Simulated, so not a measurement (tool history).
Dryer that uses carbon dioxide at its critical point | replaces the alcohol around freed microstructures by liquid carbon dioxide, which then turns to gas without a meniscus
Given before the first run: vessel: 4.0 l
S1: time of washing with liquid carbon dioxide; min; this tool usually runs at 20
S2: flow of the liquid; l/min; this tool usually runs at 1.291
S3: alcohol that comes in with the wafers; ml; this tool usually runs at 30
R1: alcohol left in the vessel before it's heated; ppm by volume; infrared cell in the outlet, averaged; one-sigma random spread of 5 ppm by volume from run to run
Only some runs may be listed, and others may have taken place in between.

run 1 hour=0 | S1=20 S2=1.291 S3=30 | R1=156
run 2 hour=27.9 | S1=26 S2=1.291 S3=30 | R1=112
run 3 hour=47.6 | S1=26 S2=1.291 S3=30 | R1=130
run 4 hour=63 | S1=26 S2=1.291 S3=30 | R1=133
run 5 hour=85.5 | S1=20 S2=1.291 S3=28 | R1=170
run 6 hour=101.3 | S1=20 S2=1.291 S3=28 | R1=168
run 7 hour=120.9 | S1=20 S2=1.291 S3=28 | R1=175
run 8 hour=141.8 | S1=20 S2=1.291 S3=28 | R1=171
run 9 hour=165.7 | S1=20 S2=1.291 S3=28 | R1=182
run 10 hour=197.8 | S1=20 S2=0.91 S3=30 | R1=379
run 11 hour=226.1 | S1=20 S2=1.291 S3=85 | R1=310
run 12 hour=248.5 | S1=20 S2=1.291 S3=25 | R1=176
run 13 hour=271.7 | S1=20 S2=1.291 S3=25 | R1=61
run 14 hour=285.5 | S1=20 S2=1.291 S3=25 | R1=54
run 15 hour=304.2 | S1=20 S2=1.291 S3=25 | R1=58
run 16 hour=333.3 | S1=20 S2=1.291 S3=30 | R1=76
run 17 hour=363.2 | S1=20 S2=1.2 S3=30 | R1=106
run 18 hour=379.3 | S1=20 S2=1.291 S3=30 | R1=83
run 19 hour=401.3 | S1=18 S2=1.291 S3=30 | R1=128
run 20 hour=431 | S1=20 S2=1.291 S3=50 | R1=67
run 21 hour=448.3 | S1=16 S2=1.291 S3=30 | R1=119
run 22 hour=473.8 | S1=16 S2=1.291 S3=22 | R1=102
run 23 hour=503.8 | S1=16 S2=1.291 S3=22 | R1=103
run 24 hour=526.1 | S1=18 S2=1.27 S3=30 | R1=97
run 25 hour=549.6 | S1=20 S2=1.291 S3=43 | R1=87
run 26 hour=569.6 | S1=21 S2=1.291 S3=55 | R1=86
run 27 hour=598.3 | S1=21 S2=1.291 S3=55 | R1=87
run 28 hour=630.3 | S1=18 S2=1.5 S3=101 | R1=146
run 29 hour=658.7 | S1=18 S2=1.5 S3=101 | R1=146
run 30 hour=684.7 | S1=20 S2=1.19 S3=21 | R1=87
run 31 hour=702.2 | S1=16 S2=1.19 S3=21 | R1=167
run 32 hour=728.3 | S1=30 S2=1.291 S3=110 | R1=61
run 33 hour=744.7 | S1=26 S2=1.08 S3=32 | R1=81
run 34 hour=772.9 | S1=26 S2=1.08 S3=40 | R1=90
run 35 hour=787.1 | S1=23 S2=1.96 S3=108 | R1=53
run 36 hour=807.5 | S1=23 S2=1.96 S3=108 | R1=58
run 37 hour=833.2 | S1=23 S2=1.96 S3=108 | R1=66
run 38 hour=861 | S1=23 S2=1.96 S3=108 | R1=57
run 39 hour=881.9 | S1=14 S2=1.41 S3=27 | R1=209
run 40 hour=902.3 | S1=20 S2=1.291 S3=30 | R1=114
run 41 hour=930.4 | S1=26 S2=0.86 S3=30 | R1=158
run 42 hour=958.8 | S1=14 S2=0.88 S3=35 | R1=869
run 43 hour=978.7 | S1=20 S2=1.291 S3=83 | R1=220

Removed from this log: 2 entries logged between the listed runs. Between which two listed runs does each belong, and how does the tool's hidden state at the listed run before it compare with that at the listed run after it?
From run 12 to run 13: purifier's bed changed (hour 268.8)
  flow that reaches the vessel past the clogged filter, %: 87.4 -> 87.1; alcohol in the recycled carbon dioxide, ppm: 133 -> 5.4
  measured value less the no-hidden-state value, R1: +156 -> +27 ppm by volume
From run 19 to run 20: inlet filter changed (hour 411)
  flow that reaches the vessel past the clogged filter, %: 84.8 -> 99.5; alcohol in the recycled carbon dioxide, ppm: 18.1 -> 20.9
  measured value less the no-hidden-state value, R1: +73 -> +18 ppm by volume
